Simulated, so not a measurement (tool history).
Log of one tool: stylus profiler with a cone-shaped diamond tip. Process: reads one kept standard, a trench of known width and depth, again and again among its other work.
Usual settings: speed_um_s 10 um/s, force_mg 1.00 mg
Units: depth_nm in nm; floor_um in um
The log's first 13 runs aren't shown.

Run 14, day 7.883: usual settings. Result: depth_nm 501.73 nm, floor_um 24.20 um.
Run 15, day 8.721: usual settings. Result: depth_nm 501.90 nm, floor_um 24.11 um.
Run 16, day 9.392: usual settings. Result: depth_nm 502.00 nm, floor_um 24.14 um.
Run 17, day 9.988: usual settings but speed_um_s 6 um/s. Result: depth_nm 501.79 nm, floor_um 24.18 um.
Run 18, day 10.650: usual settings but speed_um_s 6 um/s. Result: depth_nm 501.86 nm, floor_um 24.16 um.
Run 19, day 11.304: usual settings. Result: depth_nm 501.80 nm, floor_um 24.07 um.
Run 20, day 11.979: usual settings but speed_um_s 3 um/s. Result: depth_nm 501.88 nm, floor_um 24.17 um.
Run 21, day 12.579: usual settings but speed_um_s 3 um/s. Result: depth_nm 501.90 nm, floor_um 24.08 um.
Run 22, day 13.183: usual settings but speed_um_s 3 um/s. Result: depth_nm 501.78 nm, floor_um 24.08 um.
Run 23, day 13.867: usual settings. Result: depth_nm 501.78 nm, floor_um 24.00 um.
Run 24, day 14.233: usual settings. Result: depth_nm 501.73 nm, floor_um 23.99 um.
Run 25, day 14.775: usual settings but speed_um_s 8 um/s, force_mg 0.50 mg. Result: depth_nm 501.33 nm, floor_um 23.98 um.
Run 26, day 15.208: usual settings but speed_um_s 8 um/s, force_mg 0.50 mg. Result: depth_nm 501.17 nm, floor_um 23.98 um.
Run 27, day 16.071: usual settings but speed_um_s 4 um/s, force_mg 1.42 mg. Result: depth_nm 502.33 nm, floor_um 24.00 um.
Run 28, day 16.933: usual settings but speed_um_s 8 um/s, force_mg 2.23 mg. Result: depth_nm 503.23 nm, floor_um 23.99 um.
Run 29, day 17.471: usual settings but speed_um_s 6 um/s, force_mg 0.94 mg. Result: depth_nm 501.79 nm, floor_um 23.91 um.
Run 30, day 18.225: usual settings but speed_um_s 6 um/s, force_mg 0.94 mg. Result: depth_nm 501.83 nm, floor_um 23.93 um.
Run 31, day 18.646: usual settings but speed_um_s 6 um/s, force_mg 0.94 mg. Result: depth_nm 501.88 nm, floor_um 23.84 um.
Run 32, day 19.446: usual settings but speed_um_s 3 um/s, force_mg 1.61 mg. Result: depth_nm 502.61 nm, floor_um 23.87 um.
Run 33, day 19.858: usual settings but speed_um_s 14 um/s, force_mg 0.89 mg. Result: depth_nm 501.76 nm, floor_um 23.80 um.
Run 34, day 20.438: usual settings but speed_um_s 8 um/s, force_mg 0.38 mg. Result: depth_nm 501.25 nm, floor_um 23.78 um.
Run 35, day 20.879: usual settings but speed_um_s 2 um/s, force_mg 0.51 mg. Result: depth_nm 501.46 nm, floor_um 23.79 um.
Run 36, day 21.754: usual settings but speed_um_s 25 um/s. Result: depth_nm 501.95 nm, floor_um 23.64 um.

The next listed run, before its measurement:
Run 37, day 22.542: usual settings but speed_um_s 14 um/s, force_mg 2.35 mg. Result: depth_nm ?, floor_um ?.

{"run 37": {"depth_nm": 503.34, "floor_um": 23.74}}
Without the tool's hidden state the same run would have given depth_nm 503.07 nm, floor_um 25.57 um.
